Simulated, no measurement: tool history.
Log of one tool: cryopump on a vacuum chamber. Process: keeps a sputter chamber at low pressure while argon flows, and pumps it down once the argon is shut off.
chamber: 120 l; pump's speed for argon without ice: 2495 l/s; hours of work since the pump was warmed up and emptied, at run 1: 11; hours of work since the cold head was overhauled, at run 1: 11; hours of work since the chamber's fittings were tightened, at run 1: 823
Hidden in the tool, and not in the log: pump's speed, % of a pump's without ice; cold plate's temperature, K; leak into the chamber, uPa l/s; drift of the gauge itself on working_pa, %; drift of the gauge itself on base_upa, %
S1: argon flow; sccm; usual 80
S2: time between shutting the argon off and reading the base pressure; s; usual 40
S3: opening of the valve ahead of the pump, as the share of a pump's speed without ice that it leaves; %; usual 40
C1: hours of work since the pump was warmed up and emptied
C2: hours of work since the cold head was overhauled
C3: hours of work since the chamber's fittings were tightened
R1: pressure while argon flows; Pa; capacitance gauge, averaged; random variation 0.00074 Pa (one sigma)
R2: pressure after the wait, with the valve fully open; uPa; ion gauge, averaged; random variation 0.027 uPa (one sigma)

| run | hour | S1 | S2 | S3 | C1 | C2 | C3 | R1 | R2 |
|---|---|---|---|---|---|---|---|---|---|
| 1 | 0 | 80 | 40 | 40 | 11 | 11 | 823 | 0.1358 | 1.67 |
| 2 | 36.3 | 80 | 40 | 40 | 43 | 43 | 855 | 0.1357 | 1.79 |
| 3 | 78.7 | 80 | 25 | 40 | 80 | 80 | 892 | 0.1371 | 2.55 |
| 4 | 118 | 80 | 25 | 40 | 115 | 115 | 927 | 0.1384 | 2.39 |
| 5 | 141.6 | 80 | 40 | 40 | 135 | 135 | 947 | 0.1388 | 1.81 |
| 6 | 175.1 | 80 | 190 | 40 | 165 | 165 | 977 | 0.1382 | 0.99 |
| 7 | 201 | 80 | 40 | 40 | 187 | 187 | 999 | 0.1387 | 1.9 |
| 8 | 224 | 80 | 40 | 58 | 207 | 207 | 1019 | 0.0971 | 1.87 |
|  | 254.9 | leaking fittings of the chamber tightened, without venting |
| 9 | 267.9 | 80 | 40 | 58 | 244 | 244 | 11 | 0.0987 | 1.19 |
| 10 | 288.8 | 80 | 40 | 58 | 262 | 262 | 30 | 0.0989 | 1.27 |
| 11 | 331.2 | 62 | 223 | 30 | 300 | 300 | 67 | 0.1446 | 0.42 |
| 12 | 357.6 | 62 | 223 | 30 | 323 | 323 | 90 | 0.1459 | 0.41 |
| 13 | 393.9 | 112 | 88 | 20 | 355 | 355 | 122 | 0.3891 | 0.74 |
| 14 | 436.5 | 48 | 40 | 40 | 392 | 392 | 159 | 0.0866 | 1.35 |

Run 15 comes next. What will it give?
| 15 | 470.3 | 113 | 51 | 27 | 422 | 422 | 189 | ? | ? |

Run 15 gave R1 0.2962 Pa, R2 1.1 uPa.
Without the tool's hidden state the same run would have given R1 0.2838 Pa, R2 0.94 uPa.

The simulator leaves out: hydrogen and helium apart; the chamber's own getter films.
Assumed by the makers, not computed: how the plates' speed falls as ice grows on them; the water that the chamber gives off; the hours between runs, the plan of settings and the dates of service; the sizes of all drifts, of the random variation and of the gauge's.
